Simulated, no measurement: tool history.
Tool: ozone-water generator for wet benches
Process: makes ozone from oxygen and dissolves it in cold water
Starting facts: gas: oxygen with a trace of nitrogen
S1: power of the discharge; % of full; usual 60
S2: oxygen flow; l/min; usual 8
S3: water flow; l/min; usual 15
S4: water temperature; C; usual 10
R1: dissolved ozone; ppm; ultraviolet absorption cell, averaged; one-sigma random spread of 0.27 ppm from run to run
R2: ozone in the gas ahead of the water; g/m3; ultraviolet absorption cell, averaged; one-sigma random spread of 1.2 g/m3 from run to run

Run 1, hour 0: usual settings. Result: R1 39.2 ppm, R2 209.5 g/m3.
Run 2, hour 25.5: usual settings. Result: R1 39.3 ppm, R2 210.7 g/m3.
Run 3, hour 40.1: usual settings. Result: R1 39.1 ppm, R2 207.7 g/m3.
Run 4, hour 67: usual settings. Result: R1 39.9 ppm, R2 210.1 g/m3.
Run 5, hour 90.5: usual settings. Result: R1 38.8 ppm, R2 207.5 g/m3.
Run 6, hour 106.4: usual settings but S4 5 C. Result: R1 43 ppm, R2 208.3 g/m3.
Run 7, hour 134: usual settings but S4 5 C. Result: R1 42.7 ppm, R2 208.1 g/m3.
Run 8, hour 164.5: usual settings but S4 5 C. Result: R1 42.6 ppm, R2 209.3 g/m3.
Run 9, hour 189.7: usual settings. Result: R1 39 ppm, R2 209.9 g/m3.
Run 10, hour 206.4: usual settings but S3 14 l/min, S4 13 C. Result: R1 38.8 ppm, R2 209.2 g/m3.
At hour 212.6: contactor cleaned.
Run 11, hour 232.6: usual settings but S3 14 l/min, S4 13 C. Result: R1 37.7 ppm, R2 209.3 g/m3.
Run 12, hour 251.3: usual settings but S1 81 % of full, S2 11.22 l/min, S3 14 l/min, S4 16 C. Result: R1 44 ppm, R2 228.7 g/m3.
Run 13, hour 279.3: usual settings but S1 87 % of full, S2 7.69 l/min, S3 10 l/min, S4 17 C. Result: R1 52.6 ppm, R2 268.3 g/m3.
Run 14, hour 306.2: usual settings but S3 9 l/min. Result: R1 50.4 ppm, R2 207.7 g/m3.

Predict the results of run 15:
Run 15, hour 333: usual settings but S3 9 l/min. Result: R1 ?, R2 ?.

Run 15 produced R1 50.1 ppm, R2 210 g/m3.
With the hidden condition absent and the run-to-run variation left alone, this run would have shown R1 53.1 ppm, R2 211.5 g/m3.
